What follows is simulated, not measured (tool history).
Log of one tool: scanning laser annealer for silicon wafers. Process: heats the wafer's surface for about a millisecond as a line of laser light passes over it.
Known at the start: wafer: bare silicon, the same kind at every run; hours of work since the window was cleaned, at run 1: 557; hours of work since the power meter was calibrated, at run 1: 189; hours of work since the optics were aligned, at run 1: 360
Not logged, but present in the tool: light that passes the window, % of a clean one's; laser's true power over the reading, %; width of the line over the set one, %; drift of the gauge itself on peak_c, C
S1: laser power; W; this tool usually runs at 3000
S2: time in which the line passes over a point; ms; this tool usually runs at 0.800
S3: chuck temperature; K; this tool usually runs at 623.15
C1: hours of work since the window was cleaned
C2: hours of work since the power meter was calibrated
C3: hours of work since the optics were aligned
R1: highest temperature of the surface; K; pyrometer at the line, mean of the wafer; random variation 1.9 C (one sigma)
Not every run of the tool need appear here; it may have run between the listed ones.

run 1 hour=0.0 | S1=3000 S2=0.800 S3=623.15 | C1=557 C2=189 C3=360 | R1=1374.15
run 2 hour=14.4 | S1=3000 S2=0.800 S3=623.15 | C1=567 C2=199 C3=369 | R1=1376.15
run 3 hour=28.0 | S1=3000 S2=0.800 S3=623.15 | C1=576 C2=207 C3=378 | R1=1373.15
run 4 hour=37.4 | S1=3000 S2=0.800 S3=623.15 | C1=582 C2=214 C3=385 | R1=1379.15
run 5 hour=50.3 | S1=3000 S2=0.800 S3=606.15 | C1=590 C2=222 C3=393 | R1=1360.15
run 6 hour=56.3 | S1=3000 S2=0.858 S3=623.15 | C1=594 C2=226 C3=397 | R1=1403.15
run 7 hour=65.1 | S1=3000 S2=0.858 S3=623.15 | C1=600 C2=232 C3=403 | R1=1403.15
run 8 hour=77.8 | S1=3000 S2=0.858 S3=623.15 | C1=608 C2=240 C3=411 | R1=1404.15
run 9 hour=92.2 | S1=3000 S2=0.858 S3=623.15 | C1=618 C2=250 C3=421 | R1=1402.15
run 10 hour=98.9 | S1=3000 S2=0.858 S3=623.15 | C1=622 C2=254 C3=425 | R1=1401.15
run 11 hour=105.7 | S1=3000 S2=0.973 S3=626.15 | C1=627 C2=259 C3=430 | R1=1460.15
run 12 hour=112.0 | S1=3000 S2=0.973 S3=626.15 | C1=631 C2=263 C3=434 | R1=1462.15
run 13 hour=118.1 | S1=3000 S2=0.973 S3=626.15 | C1=635 C2=267 C3=438 | R1=1459.15
run 14 hour=128.0 | S1=3000 S2=0.973 S3=626.15 | C1=642 C2=273 C3=444 | R1=1458.15

Alternative continuations, all from the tool just after run 14; predict every row:
run A hour=137.4 | S1=3114 S2=0.597 S3=616.15 | C1=648 C2=280 C3=451 | R1=?
run B hour=137.4 | S1=3000 S2=0.606 S3=596.15 | C1=648 C2=280 C3=451 | R1=?
run C hour=137.4 | S1=2762 S2=0.796 S3=630.15 | C1=648 C2=280 C3=451 | R1=?
run D hour=137.4 | S1=2592 S2=0.973 S3=632.15 | C1=648 C2=280 C3=451 | R1=?

run=A R1=1282.15
run=B R1=1234.15
run=C R1=1300.15
run=D R1=1320.15
What these runs would have given with no unlogged condition in the tool:
run=A R1=1328.15
run=B R1=1278.15
run=C R1=1346.15
run=D R1=1367.15
